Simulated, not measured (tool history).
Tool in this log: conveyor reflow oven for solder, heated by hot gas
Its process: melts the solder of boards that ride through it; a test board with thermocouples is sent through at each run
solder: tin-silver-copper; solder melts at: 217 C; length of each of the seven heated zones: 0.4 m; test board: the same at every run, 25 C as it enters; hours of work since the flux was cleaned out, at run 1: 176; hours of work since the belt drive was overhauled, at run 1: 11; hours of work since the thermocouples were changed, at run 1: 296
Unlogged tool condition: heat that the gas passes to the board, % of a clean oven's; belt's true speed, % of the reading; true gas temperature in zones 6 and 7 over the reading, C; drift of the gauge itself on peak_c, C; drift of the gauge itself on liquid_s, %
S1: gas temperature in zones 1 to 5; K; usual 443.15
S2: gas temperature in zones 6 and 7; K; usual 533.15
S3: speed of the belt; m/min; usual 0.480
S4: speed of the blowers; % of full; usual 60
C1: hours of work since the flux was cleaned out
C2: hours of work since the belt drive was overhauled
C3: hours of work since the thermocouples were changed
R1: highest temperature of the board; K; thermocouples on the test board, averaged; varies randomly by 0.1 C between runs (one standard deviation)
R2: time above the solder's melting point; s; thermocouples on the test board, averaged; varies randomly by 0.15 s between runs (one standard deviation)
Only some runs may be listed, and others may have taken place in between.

| run | hour | S1 | S2 | S3 | S4 | C1 | C2 | C3 | R1 | R2 |
|---|---|---|---|---|---|---|---|---|---|---|
| 1 | 0.0 | 443.15 | 533.15 | 0.480 | 60 | 176 | 11 | 296 | 517.35 | 64.2 |
| 2 | 6.8 | 443.15 | 533.15 | 0.480 | 60 | 181 | 17 | 301 | 517.35 | 64.2 |
| 3 | 12.5 | 450.15 | 533.15 | 0.480 | 60 | 185 | 21 | 306 | 518.55 | 69.0 |
| 4 | 20.5 | 450.15 | 533.15 | 0.480 | 60 | 191 | 27 | 311 | 518.75 | 68.9 |
| 5 | 29.7 | 450.15 | 533.15 | 0.423 | 60 | 198 | 34 | 318 | 521.85 | 84.2 |
| 6 | 33.9 | 450.15 | 533.15 | 0.423 | 60 | 201 | 37 | 321 | 522.15 | 84.4 |
| 7 | 41.0 | 450.15 | 533.15 | 0.423 | 60 | 206 | 42 | 327 | 521.95 | 84.2 |
| 8 | 45.5 | 450.15 | 533.15 | 0.423 | 60 | 210 | 45 | 330 | 521.75 | 84.4 |
| 9 | 51.2 | 450.15 | 533.15 | 0.423 | 60 | 214 | 50 | 334 | 522.05 | 84.5 |
|  | 63.0 | flux residue cleaned out of gas plates and filters |
| 10 | 66.2 | 450.15 | 533.15 | 0.423 | 60 | 2 | 57 | 342 | 522.45 | 85.1 |
| 11 | 71.4 | 450.15 | 533.15 | 0.423 | 60 | 6 | 61 | 346 | 522.45 | 85.1 |
| 12 | 78.0 | 448.15 | 533.15 | 0.480 | 60 | 11 | 66 | 350 | 518.95 | 68.7 |
| 13 | 82.8 | 448.15 | 533.15 | 0.480 | 60 | 15 | 69 | 354 | 519.05 | 68.7 |
| 14 | 91.0 | 448.15 | 533.15 | 0.480 | 60 | 21 | 75 | 360 | 518.85 | 68.7 |
| 15 | 100.4 | 445.15 | 536.15 | 0.480 | 65 | 28 | 82 | 367 | 521.65 | 70.7 |
| 16 | 110.1 | 434.15 | 533.15 | 0.400 | 60 | 35 | 90 | 374 | 521.85 | 82.0 |
| 17 | 114.3 | 434.15 | 533.15 | 0.400 | 60 | 38 | 93 | 377 | 521.65 | 81.9 |
| 18 | 119.7 | 434.15 | 533.15 | 0.400 | 60 | 42 | 97 | 381 | 521.75 | 81.9 |
| 19 | 127.6 | 434.15 | 533.15 | 0.400 | 60 | 48 | 103 | 387 | 521.85 | 81.8 |
| 20 | 137.3 | 434.15 | 533.15 | 0.400 | 60 | 55 | 110 | 395 | 521.75 | 81.7 |

Branching from run 20: 3 alternative next runs. What would each branch give?
| A | 142.2 | 435.15 | 533.15 | 0.480 | 60 | 59 | 113 | 398 | ? | ? |
| B | 142.2 | 443.15 | 531.15 | 0.480 | 60 | 59 | 113 | 398 | ? | ? |
| C | 142.2 | 443.15 | 533.15 | 0.480 | 64 | 59 | 113 | 398 | ? | ? |

| run | R1 | R2 |
|---|---|---|
| A | 516.45 | 59.8 |
| B | 516.05 | 62.9 |
| C | 518.55 | 66.4 |
Without the tool's unlogged condition, the same runs would have read:
| run | R1 | R2 |
|---|---|---|
| A | 516.15 | 59.6 |
| B | 515.75 | 62.7 |
| C | 518.35 | 66.2 |
